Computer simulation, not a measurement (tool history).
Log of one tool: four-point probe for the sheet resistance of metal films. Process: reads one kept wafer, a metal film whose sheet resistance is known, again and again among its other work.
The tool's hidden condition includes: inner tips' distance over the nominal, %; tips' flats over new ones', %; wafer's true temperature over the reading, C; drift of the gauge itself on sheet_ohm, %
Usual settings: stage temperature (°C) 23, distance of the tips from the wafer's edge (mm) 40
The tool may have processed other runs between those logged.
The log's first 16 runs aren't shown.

| run | day | stage temperature (°C) | distance of the tips from the wafer's edge (mm) | touches since the probe head was changed | hours of work since the stage's thermometer was calibrated | sheet resistance as the instrument gives it (ohm/square) |
|---|---|---|---|---|---|---|
| 17 | 56.417 | 23 | 40 | 82783 | 1253 | 23.773240 |
| 18 | 61.254 | 23 | 40 | 90282 | 1338 | 23.761704 |
| 19 | 66.229 | 23 | 15 | 97990 | 1426 | 23.835625 |
| 20 | 71.175 | 23 | 10 | 105649 | 1513 | 23.934578 |
| 21 | 73.312 | 23 | 10 | 108966 | 1551 | 23.928733 |
| 22 | 76.767 | 23 | 10 | 114315 | 1612 | 23.915666 |
| 23 | 81.658 | 23 | 10 | 121897 | 1698 | 23.915450 |
| 24 | 85.567 | 23 | 10 | 127946 | 1767 | 23.913538 |
|  | 89.050 | new probe head fitted |
| 25 | 89.058 | 26 | 5 | 11 | 1828 | 24.504940 |
| 26 | 92.092 | 28 | 10 | 4714 | 1881 | 23.877100 |
| 27 | 95.083 | 25 | 3 | 9344 | 1934 | 25.767661 |
| 28 | 99.329 | 23 | 40 | 15926 | 2009 | 23.716979 |
| 29 | 104.271 | 29 | 30 | 23583 | 2096 | 23.668951 |
| 30 | 108.362 | 29 | 6 | 29922 | 2168 | 24.190340 |
| 31 | 110.650 | 29 | 23 | 33465 | 2209 | 23.673601 |
|  | 111.000 | stage's thermometer calibrated |
| 32 | 113.746 | 22 | 59 | 38231 | 48 | 23.711479 |
| 33 | 116.962 | 22 | 19 | 43214 | 105 | 23.745178 |
| 34 | 119.279 | 22 | 19 | 46806 | 146 | 23.754494 |
| 35 | 123.800 | 19 | 40 | 53811 | 226 | 23.722821 |
| 36 | 127.942 | 22 | 19 | 60228 | 299 | 23.737318 |
|  | 129.829 | stage's thermometer calibrated, once more |
| 37 | 132.042 | 19 | 39 | 66548 | 39 | 23.664033 |
| 38 | 135.054 | 21 | 8 | 71210 | 92 | 23.939552 |

Run 39, settings as shown, results not yet in. Your forecast:
| 39 | 139.067 | 27 | 42 | 77432 | 163 | ? |

Run 39 produced sheet resistance as the instrument gives it (ohm/square) 23.587356.
With the hidden condition absent and the run-to-run variation left alone, this run would have shown sheet resistance as the instrument gives it (ohm/square) 23.740454.
